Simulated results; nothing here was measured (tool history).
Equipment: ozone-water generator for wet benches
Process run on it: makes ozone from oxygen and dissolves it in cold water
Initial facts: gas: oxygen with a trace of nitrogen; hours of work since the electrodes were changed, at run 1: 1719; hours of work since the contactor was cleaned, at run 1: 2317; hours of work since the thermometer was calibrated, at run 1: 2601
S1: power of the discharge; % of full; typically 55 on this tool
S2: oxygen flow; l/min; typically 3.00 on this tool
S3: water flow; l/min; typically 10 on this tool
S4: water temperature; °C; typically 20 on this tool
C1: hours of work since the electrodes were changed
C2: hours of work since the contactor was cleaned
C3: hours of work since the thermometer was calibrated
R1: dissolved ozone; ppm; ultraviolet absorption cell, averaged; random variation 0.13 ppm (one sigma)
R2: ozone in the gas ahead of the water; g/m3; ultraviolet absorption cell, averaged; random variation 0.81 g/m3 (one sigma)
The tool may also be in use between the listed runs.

run    hour  S1    S2  S3  S4    C1    C2    C3    R1     R2
  1     0.0  55  3.00  10  20  1719  2317  2601  13.5  126.2
  2    62.1  55  3.00  10  20  1774  2372  2656  13.4  126.8
  3   114.5  55  3.00  10  20  1820  2419  2702  13.5  126.9
  4   160.0  55  3.00  10  20  1860  2459  2742  13.4  126.1
  5   232.4  55  3.00   9  20  1924  2523  2806  14.5  126.1
  6   278.7  55  3.00  10  20  1965  2564  2847  13.4  125.7
  7   327.9  55  3.00  10  20  2009  2608  2891  13.2  125.7
  8   426.9  55  3.00  10  20  2097  2695  2978  13.4  125.7
  9   479.3  55  3.00  10  15  2143  2742  3025  14.3  124.8
 10   544.2  55  3.00   6  20  2200  2799  3082  18.1  127.3
 11   634.7  55  3.00   6  20  2280  2879  3162  18.0  125.0
 12   729.0  55  3.00  10  20  2364  2963  3246  13.3  124.5
 13   811.7  55  3.00  10  20  2437  3036  3319  13.2  125.7
 14   867.6  55  3.00  10  20  2487  3085  3369  13.2  124.9
 15   920.8  46  3.00  10  20  2534  3133  3416  11.7  107.0
 16   998.4  55  3.00  10  20  2602  3201  3484  13.0  124.6
 17  1086.1  74  3.00  10  20  2680  3279  3562  16.7  158.9
 18  1184.8  49  3.00  14  13  2767  3366  3649  10.3  114.1
 19  1279.0  49  3.00  14  13  2851  3450  3733  10.2  114.8
 20  1364.8  49  4.69  13  26  2927  3525  3809   8.9   91.1
 21  1414.5  49  4.69  13  26  2971  3569  3853   9.0   90.3
 22  1518.3  55  3.00  10  18  3063  3661  3944  13.6  123.7
 23  1623.3  55  3.00  10  18  3156  3754  4037  13.4  125.0
 24  1711.2  63  2.74  11  13  3233  3832  4115  14.9  144.2
 25  1757.1  55  2.66  10  27  3274  3873  4156  11.7  130.5
 26  1826.2  55  3.00  10  13  3335  3934  4217  14.5  124.6
 27  1872.4  75  2.47  13  23  3376  3975  4258  13.1  176.1
 28  1968.1  55  2.11  12  20  3461  4060  4343  11.0  148.2
 29  2057.6  55  2.11  12  20  3540  4139  4422  10.9  146.8
 30  2147.4  83  2.19  14  25  3619  4218  4501  12.8  203.4
 31  2240.6  62  3.17  11  20  3702  4301  4584  13.1  133.3
 32  2325.1  86  3.58   7  17  3777  4375  4659  24.0  162.1
 33  2422.1  86  3.58   7  17  3863  4461  4745  23.4  160.9

Had the tool no unlogged condition, and each run kept its random variation, what would the results have been?
Unlogged tool condition in this case: yield of the discharge, % of new electrodes'; contactor's efficiency, % of a clean one's; true water temperature over the reading, C; drift of the gauge itself on ozone_ppm, %; drift of the gauge itself on gas_g_m3, %.
run    R1     R2
  1  14.2  128.2
  2  14.1  128.9
  3  14.2  129.1
  4  14.2  128.4
  5  15.3  128.4
  6  14.2  128.0
  7  14.0  128.2
  8  14.2  128.3
  9  15.2  127.4
 10  19.2  130.0
 11  19.2  127.8
 12  14.3  127.5
 13  14.1  128.7
 14  14.2  128.0
 15  12.5  109.2
 16  14.0  127.8
 17  18.2  164.6
 18  11.1  116.9
 19  11.0  117.7
 20   9.7   93.5
 21   9.8   92.8
 22  14.8  127.6
 23  14.6  129.1
 24  16.4  149.8
 25  12.8  134.9
 26  15.9  128.9
 27  14.6  184.4
 28  12.1  153.7
 29  12.0  152.3
 30  14.4  214.6
 31  14.6  139.2
 32  27.0  171.9
 33  26.5  170.8
